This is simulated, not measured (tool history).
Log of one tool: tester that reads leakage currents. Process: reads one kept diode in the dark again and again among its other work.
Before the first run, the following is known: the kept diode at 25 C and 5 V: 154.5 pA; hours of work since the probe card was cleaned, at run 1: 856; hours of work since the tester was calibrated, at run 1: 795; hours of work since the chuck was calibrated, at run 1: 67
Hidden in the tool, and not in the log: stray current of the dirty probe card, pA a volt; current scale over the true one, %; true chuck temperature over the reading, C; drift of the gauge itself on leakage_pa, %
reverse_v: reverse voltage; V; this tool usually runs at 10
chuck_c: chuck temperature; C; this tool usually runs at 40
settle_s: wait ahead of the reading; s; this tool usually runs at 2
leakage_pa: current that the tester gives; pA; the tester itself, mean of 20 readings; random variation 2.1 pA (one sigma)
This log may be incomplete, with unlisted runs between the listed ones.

| run | day | reverse_v | chuck_c | settle_s | hours of work since the probe card was cleaned | hours of work since the tester was calibrated | hours of work since the chuck was calibrated | leakage_pa |
|---|---|---|---|---|---|---|---|---|
| 1 | 0 | 10 | 40 | 2 | 856 | 795 | 67 | 710.98 |
| 2 | 1.633 | 10 | 40 | 2 | 888 | 826 | 99 | 712.9 |
| 3 | 4.083 | 10 | 40 | 2 | 934 | 872 | 145 | 726.04 |
| 4 | 6.588 | 10 | 40 | 2 | 982 | 920 | 193 | 726.68 |
| 5 | 10.258 | 10 | 40 | 2 | 1052 | 990 | 263 | 742.53 |
| 6 | 11.979 | 10 | 40 | 2 | 1085 | 1023 | 296 | 740.08 |
| 7 | 14.892 | 1.1 | 40 | 2 | 1141 | 1079 | 352 | 339.55 |
| 8 | 17.362 | 10 | 32 | 2 | 1188 | 1126 | 399 | 413.13 |
| 9 | 19.925 | 10 | 24 | 2 | 1237 | 1175 | 448 | 222.05 |
| 10 | 21.912 | 10 | 24 | 2 | 1275 | 1213 | 486 | 222.94 |
| 11 | 25.046 | 10 | 24 | 0.32 | 1334 | 1273 | 545 | 230.41 |
| 12 | 28.429 | 10 | 24 | 0.32 | 1399 | 1337 | 610 | 234.3 |
|  | 31.333 | chuck's temperature calibrated |
| 13 | 32.092 | 10 | 24 | 0.32 | 1467 | 1406 | 15 | 206.65 |
| 14 | 35.521 | 10 | 40 | 2 | 1533 | 1471 | 80 | 711.86 |
| 15 | 37.742 | 10 | 40 | 0.42 | 1575 | 1513 | 122 | 723.35 |
| 16 | 41.35 | 10 | 40 | 0.42 | 1644 | 1582 | 191 | 732.84 |
|  | 41.633 | probe card cleaned and baked |
| 17 | 43.2 | 10 | 40 | 0.42 | 30 | 1615 | 224 | 714.12 |
| 18 | 45.979 | 10 | 22 | 2 | 83 | 1668 | 277 | 161.59 |
| 19 | 47.9 | 10 | 22 | 2 | 120 | 1705 | 314 | 162.54 |
| 20 | 50.254 | 10 | 22 | 2 | 165 | 1750 | 359 | 165.31 |
| 21 | 52.142 | 10 | 22 | 2 | 201 | 1786 | 395 | 166.67 |
| 22 | 55.875 | 10 | 22 | 2 | 272 | 1857 | 466 | 170.07 |
| 23 | 58.346 | 10 | 22 | 2 | 319 | 1904 | 513 | 174.73 |
| 24 | 60.458 | 2.4 | 40 | 2 | 359 | 1945 | 554 | 459.6 |
| 25 | 63.654 | 6.8 | 50 | 0.45 | 420 | 2006 | 615 | 1427.05 |
| 26 | 65.462 | 13.3 | 43 | 2 | 455 | 2040 | 649 | 1091.35 |
|  | 66.467 | chuck's temperature calibrated |
| 27 | 68.804 | 6 | 29 | 2 | 517 | 2102 | 45 | 236.6 |
| 28 | 71.729 | 3.6 | 40 | 0.59 | 573 | 2158 | 100 | 487.74 |
| 29 | 75.408 | 10 | 31 | 2 | 643 | 2229 | 171 | 347.93 |
| 30 | 77.671 | 10 | 31 | 2 | 686 | 2272 | 214 | 350.97 |
| 31 | 79.367 | 1.9 | 40 | 0.35 | 719 | 2304 | 246 | 397.52 |
| 32 | 83.004 | 1.9 | 40 | 0.35 | 788 | 2374 | 316 | 404.16 |
| 33 | 86.062 | 1.9 | 40 | 0.35 | 847 | 2432 | 374 | 409.39 |
| 34 | 87.625 | 1.9 | 45 | 4.3 | 876 | 2462 | 404 | 600.09 |
| 35 | 89.8 | 1.1 | 24 | 0.32 | 918 | 2503 | 445 | 92.47 |
| 36 | 93.279 | 3.1 | 54 | 0.54 | 984 | 2570 | 512 | 1426.7 |
| 37 | 96.638 | 3.1 | 54 | 0.54 | 1048 | 2634 | 576 | 1445.55 |
| 38 | 99.65 | 6.2 | 38 | 2 | 1106 | 2691 | 633 | 569.82 |
|  | 101.429 | chuck's temperature calibrated |
| 39 | 101.942 | 6.1 | 56 | 1.57 | 1148 | 2734 | 10 | 1915.23 |
| 40 | 105.758 | 6.1 | 56 | 1.57 | 1221 | 2806 | 83 | 1927.91 |

3 options for the next run, each taken on its own from the tool as it stands now. Forecast them:
| A | 108.033 | 6.1 | 56 | 6.37 | 1264 | 2850 | 126 | ? |
| B | 108.033 | 16.4 | 40 | 2 | 1264 | 2850 | 126 | ? |
| C | 108.033 | 8.5 | 40 | 2 | 1264 | 2850 | 126 | ? |

| run | leakage_pa |
|---|---|
| A | 1940.56 |
| B | 857.89 |
| C | 670.15 |
With no hidden state in the tool, these same runs would have given:
| run | leakage_pa |
|---|---|
| A | 1920.37 |
| B | 821.15 |
| C | 649.6 |
